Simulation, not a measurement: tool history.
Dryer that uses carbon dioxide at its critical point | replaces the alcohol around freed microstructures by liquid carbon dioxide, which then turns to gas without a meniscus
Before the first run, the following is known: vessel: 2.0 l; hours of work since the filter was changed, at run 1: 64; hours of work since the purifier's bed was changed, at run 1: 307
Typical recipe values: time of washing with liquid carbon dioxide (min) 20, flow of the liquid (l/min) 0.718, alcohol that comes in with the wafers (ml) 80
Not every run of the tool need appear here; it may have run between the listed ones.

run   hour  time of washing with liquid carbon dioxide (min)  flow of the liquid (l/min)  alcohol that comes in with the wafers (ml)  hours of work since the filter was changed  hours of work since the purifier's bed was changed  alcohol left in the vessel before it's heated (ppm by volume)
  1    0.0                                                20                       0.718                                          80                                          64                                                 307                                                            105
  2    7.9                                                20                       0.718                                          80                                          70                                                 313                                                             91
  3   22.5                                                20                       0.825                                          80                                          82                                                 325                                                             60
  4   31.0                                                20                       0.825                                          80                                          88                                                 331                                                             59
  5   41.0                                                20                       0.825                                          80                                          96                                                 339                                                             74
  6   50.7                                                20                       0.825                                          80                                         103                                                 347                                                             68
  7   59.7                                                20                       0.825                                          80                                         110                                                 353                                                             60
  8   72.7                                                14                       0.718                                          80                                         120                                                 364                                                            488
  9   84.6                                                20                       0.718                                          80                                         130                                                 373                                                            110
 10   95.1                                                20                       0.718                                          80                                         138                                                 381                                                            106
 11  103.3                                                20                       0.718                                          80                                         144                                                 387                                                            106
 12  114.1                                                20                       0.718                                          80                                         152                                                 396                                                            120
 13  122.2                                                20                       0.718                                          80                                         159                                                 402                                                            113
 14  135.2                                                20                       0.718                                          80                                         169                                                 412                                                            117
 15  143.4                                                20                       0.718                                          80                                         175                                                 418                                                            120
 16  156.6                                                20                       0.718                                          80                                         185                                                 428                                                            120
 17  169.6                                                20                       0.718                                          80                                         195                                                 439                                                            120
 18  178.8                                                20                       0.718                                          80                                         202                                                 446                                                            122
 19  186.1                                                20                       0.761                                          80                                         208                                                 451                                                             98
 20  199.7                                                20                       0.761                                          80                                         219                                                 462                                                            103
 21  209.1                                                26                       0.761                                          80                                         226                                                 469                                                             56
 22  215.7                                                26                       0.761                                          80                                         231                                                 474                                                             64
 23  229.0                                                13                       0.741                                          80                                         241                                                 484                                                            633
 24  243.2                                                18                       0.718                                         100                                         252                                                 495                                                            229
 25  253.9                                                23                       0.590                                         100                                         261                                                 504                                                            176
 26  266.7                                                23                       0.590                                         100                                         271                                                 514                                                            190
 27  281.1                                                20                       0.996                                          53                                         282                                                 525                                                             67
 28  292.8                                                16                       0.713                                         114                                         291                                                 534                                                            465
 29  304.8                                                12                       0.438                                          80                                         300                                                 543                                                           3905
 30  311.3                                                12                       0.901                                          71                                         305                                                 548                                                            412
 31  325.0                                                13                       0.503                                          25                                         316                                                 559                                                            754
 32  337.5                                                14                       0.718                                         104                                         325                                                 568                                                            733
 33  349.2                                                20                       0.921                                          80                                         334                                                 577                                                             88
 34  359.2                                                20                       0.921                                          80                                         342                                                 585                                                             71
 35  373.1                                                13                       0.432                                          24                                         353                                                 596                                                           1086
 36  381.5                                                20                       0.718                                          27                                         359                                                 602                                                             95
 37  392.8                                                20                       0.843                                          27                                         368                                                 611                                                             78

Below are 5 alternative next runs, each starting from the tool's condition after run 37. Predict each:
  A  401.0                                                20                       0.671                                          80                                         374                                                 618                                                              ?
  B  401.0                                                21                       0.442                                          55                                         374                                                 618                                                              ?
  C  401.0                                                20                       0.718                                          32                                         374                                                 618                                                              ?
  D  401.0                                                13                       0.500                                          50                                         374                                                 618                                                              ?
  E  401.0                                                20                       0.718                                          68                                         374                                                 618                                                              ?

run  alcohol left in the vessel before it's heated (ppm by volume)
  A                                                            195
  B                                                            550
  C                                                             94
  D                                                           1536
  E                                                            129
Had the tool no hidden state, the same runs would have come out as:
run  alcohol left in the vessel before it's heated (ppm by volume)
  A                                                             90
  B                                                            375
  C                                                             18
  D                                                           1232
  E                                                             44

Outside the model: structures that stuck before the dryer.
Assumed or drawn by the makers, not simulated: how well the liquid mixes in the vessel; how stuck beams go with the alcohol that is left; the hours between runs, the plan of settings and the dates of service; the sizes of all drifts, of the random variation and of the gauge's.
